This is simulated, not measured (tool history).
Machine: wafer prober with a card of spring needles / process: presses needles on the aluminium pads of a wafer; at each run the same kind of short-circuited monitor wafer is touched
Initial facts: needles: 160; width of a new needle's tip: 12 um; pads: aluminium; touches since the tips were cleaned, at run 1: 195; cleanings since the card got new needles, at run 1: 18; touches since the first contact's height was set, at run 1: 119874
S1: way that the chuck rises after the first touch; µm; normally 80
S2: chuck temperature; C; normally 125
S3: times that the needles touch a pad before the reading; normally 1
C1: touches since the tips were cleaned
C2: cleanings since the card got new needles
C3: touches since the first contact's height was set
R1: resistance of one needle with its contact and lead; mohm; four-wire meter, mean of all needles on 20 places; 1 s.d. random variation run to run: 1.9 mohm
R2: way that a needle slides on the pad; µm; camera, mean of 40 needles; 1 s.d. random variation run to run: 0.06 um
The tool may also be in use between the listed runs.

Run 1, hour 0.0: usual settings; C1 195; C2 18; C3 119874. Result: R1 200 mohm, R2 16.42 µm.
At hour 18.7: tips cleaned on abrasive film.
Run 2, hour 21.2: usual settings; C1 804; C2 19; C3 126495. Result: R1 201 mohm, R2 16.30 µm.
At hour 37.2: tips cleaned on abrasive film.
Run 3, hour 52.1: usual settings; C1 4682; C2 20; C3 136136. Result: R1 198 mohm, R2 16.29 µm.
At hour 57.1: tips cleaned on abrasive film.
At hour 75.6: tips cleaned on abrasive film.
Run 4, hour 75.6: usual settings; C1 0; C2 22; C3 143440. Result: R1 199 mohm, R2 16.35 µm.
Run 5, hour 93.4: usual settings; C1 5557; C2 22; C3 148997. Result: R1 203 mohm, R2 16.40 µm.
At hour 96.2: tips cleaned on abrasive film.
At hour 115.6: tips cleaned on abrasive film.
Run 6, hour 122.6: usual settings; C1 2199; C2 24; C3 158092. Result: R1 200 mohm, R2 16.46 µm.
At hour 134.9: tips cleaned on abrasive film.
Run 7, hour 144.3: usual settings but S2 26 C; C1 2958; C2 25; C3 164864. Result: R1 179 mohm, R2 16.36 µm.
At hour 154.3: tips cleaned on abrasive film.
Run 8, hour 167.7: usual settings but S2 26 C; C1 4180; C2 26; C3 172156. Result: R1 177 mohm, R2 16.33 µm.
At hour 173.7: tips cleaned on abrasive film.
At hour 193.8: tips cleaned on abrasive film.
Run 9, hour 194.3: usual settings but S1 94 µm, S2 113 C; C1 171; C2 28; C3 180432. Result: R1 195 mohm, R2 19.08 µm.
At hour 212.8: tips cleaned on abrasive film.
At hour 222.5: height of the first contact set anew.
Run 10, hour 224.5: usual settings but S1 94 µm, S2 113 C; C1 3581; C2 29; C3 627. Result: R1 196 mohm, R2 19.27 µm.
At hour 232.3: tips cleaned on abrasive film.
At hour 251.1: tips cleaned on abrasive film.
Run 11, hour 251.1: usual settings but S1 94 µm, S2 113 C; C1 0; C2 31; C3 8895. Result: R1 194 mohm, R2 19.30 µm.

Alternative continuations, all from the tool just after run 11; predict every row:
At hour 270.9: tips cleaned on abrasive film.
Run A, hour 271.1: usual settings but S1 85 µm, S2 42 C; C1 44; C2 32; C3 15132. Result: R1 ?, R2 ?.
At hour 270.9: tips cleaned on abrasive film.
Run B, hour 271.1: usual settings but S1 94 µm, S2 113 C, S3 2; C1 44; C2 32; C3 15132. Result: R1 ?, R2 ?.
At hour 270.9: tips cleaned on abrasive film.
Run C, hour 271.1: usual settings but S1 71 µm; C1 44; C2 32; C3 15132. Result: R1 ?, R2 ?.
At hour 270.9: tips cleaned on abrasive film.
Run D, hour 271.1: usual settings but S1 94 µm, S2 113 C; C1 44; C2 32; C3 15132. Result: R1 ?, R2 ?.

run   R1     R2
  A  182  17.39
  B  197  19.06
  C  199  14.47
  D  192  19.09
With no hidden state in the tool, these same runs would have given:
run   R1     R2
  A  182  17.39
  B  197  19.07
  C  199  14.48
  D  192  19.09
